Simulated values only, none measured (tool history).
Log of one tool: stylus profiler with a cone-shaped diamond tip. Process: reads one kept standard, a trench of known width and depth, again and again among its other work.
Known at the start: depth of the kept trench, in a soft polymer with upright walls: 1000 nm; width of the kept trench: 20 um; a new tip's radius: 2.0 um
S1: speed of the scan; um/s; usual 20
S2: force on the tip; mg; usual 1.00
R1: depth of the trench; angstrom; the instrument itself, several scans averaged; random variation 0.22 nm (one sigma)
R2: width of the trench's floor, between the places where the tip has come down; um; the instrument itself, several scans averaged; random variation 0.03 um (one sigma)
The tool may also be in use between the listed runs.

Run 1, hour 0.0: usual settings. Result: R1 10088.0 angstrom, R2 15.97 um.
Run 2, hour 72.3: usual settings. Result: R1 10087.9 angstrom, R2 15.93 um.
Run 3, hour 139.0: usual settings but S2 0.45 mg. Result: R1 10068.0 angstrom, R2 15.81 um.
Run 4, hour 175.2: usual settings but S2 0.45 mg. Result: R1 10066.3 angstrom, R2 15.82 um.
Run 5, hour 251.1: usual settings. Result: R1 10093.4 angstrom, R2 15.84 um.
Run 6, hour 283.3: usual settings. Result: R1 10090.5 angstrom, R2 15.85 um.
Run 7, hour 339.5: usual settings. Result: R1 10096.2 angstrom, R2 15.85 um.
Run 8, hour 370.4: usual settings but S1 17 um/s. Result: R1 10095.7 angstrom, R2 15.86 um.
Run 9, hour 439.9: usual settings but S1 17 um/s. Result: R1 10100.3 angstrom, R2 15.85 um.
Run 10, hour 513.7: usual settings but S1 26 um/s, S2 0.52 mg. Result: R1 10076.5 angstrom, R2 15.58 um.
Run 11, hour 553.2: usual settings but S1 12 um/s, S2 1.28 mg. Result: R1 10112.9 angstrom, R2 15.81 um.
Run 12, hour 615.7: usual settings but S1 18 um/s, S2 1.42 mg. Result: R1 10115.3 angstrom, R2 15.76 um.

The next listed run, before its measurement:
Run 13, hour 655.6: usual settings but S1 69 um/s, S2 1.67 mg. Result: R1 ?, R2 ?.

{"run 13": {"R1": 10126.6, "R2": 15.41}}
Without the tool's hidden state the same run would have given R1 10082.4 angstrom, R2 16.10 um.
